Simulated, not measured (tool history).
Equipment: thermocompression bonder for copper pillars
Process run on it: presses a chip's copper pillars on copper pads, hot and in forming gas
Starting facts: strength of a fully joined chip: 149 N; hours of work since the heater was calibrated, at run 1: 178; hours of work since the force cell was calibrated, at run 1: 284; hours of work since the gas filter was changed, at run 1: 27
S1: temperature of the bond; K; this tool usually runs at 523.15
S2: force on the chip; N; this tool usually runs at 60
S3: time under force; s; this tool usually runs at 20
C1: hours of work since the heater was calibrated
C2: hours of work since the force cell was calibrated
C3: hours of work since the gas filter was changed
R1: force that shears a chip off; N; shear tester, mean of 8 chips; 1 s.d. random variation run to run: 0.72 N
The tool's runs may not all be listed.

run,hour,S1,S2,S3,C1,C2,C3,R1
1,0.0,523.15,60,20,178,284,27,105.5
2,33.4,523.15,60,20,202,308,51,103.6
3,68.9,523.15,60,20,227,333,76,100.9
4,112.8,523.15,66,20,258,364,107,102.8
5,148.5,523.15,66,20,284,390,132,100.5
6,195.5,523.15,66,20,317,423,166,98.3
# hour 209.7: forming gas filter changed
7,232.8,523.15,41,20,343,449,16,92.9
8,263.8,523.15,60,20,365,471,38,105.8
9,309.3,523.15,60,11,397,503,71,88.7
10,336.1,523.15,60,20,416,522,90,102.3
11,392.3,523.15,60,20,456,562,130,98.7
12,445.5,544.15,60,28,494,600,167,116.8
# hour 458.0: forming gas filter changed
13,496.2,544.15,60,28,529,636,27,128.5
14,555.0,544.15,60,34,571,677,69,128.7
15,603.2,496.15,60,59,605,712,103,105.8
16,627.9,523.15,51,21,623,729,121,95.9
17,685.9,523.15,51,21,664,770,162,93.5
# hour 708.4: forming gas filter changed
18,734.4,523.15,47,39,698,804,18,116.3
19,768.7,526.15,60,17,722,829,43,104.5
20,805.9,541.15,71,20,749,855,69,124.5
21,835.5,501.15,71,10,770,876,90,73.2
22,890.3,501.15,71,10,809,915,129,71.4

Here are 5 independent what-if runs from the current tool condition. What would each one return?
A,945.8,496.15,76,40,848,954,168,?
B,945.8,508.15,71,10,848,954,168,?
C,945.8,516.15,48,37,848,954,168,?
D,945.8,514.15,88,10,848,954,168,?
E,945.8,539.15,42,12,848,954,168,?

run,R1
A,101.4
B,75.0
C,100.3
D,87.3
E,86.2
With the hidden condition removed and each run's random variation left untouched, the same runs would have given:
run,R1
A,110.4
B,81.0
C,109.6
D,94.9
E,94.0

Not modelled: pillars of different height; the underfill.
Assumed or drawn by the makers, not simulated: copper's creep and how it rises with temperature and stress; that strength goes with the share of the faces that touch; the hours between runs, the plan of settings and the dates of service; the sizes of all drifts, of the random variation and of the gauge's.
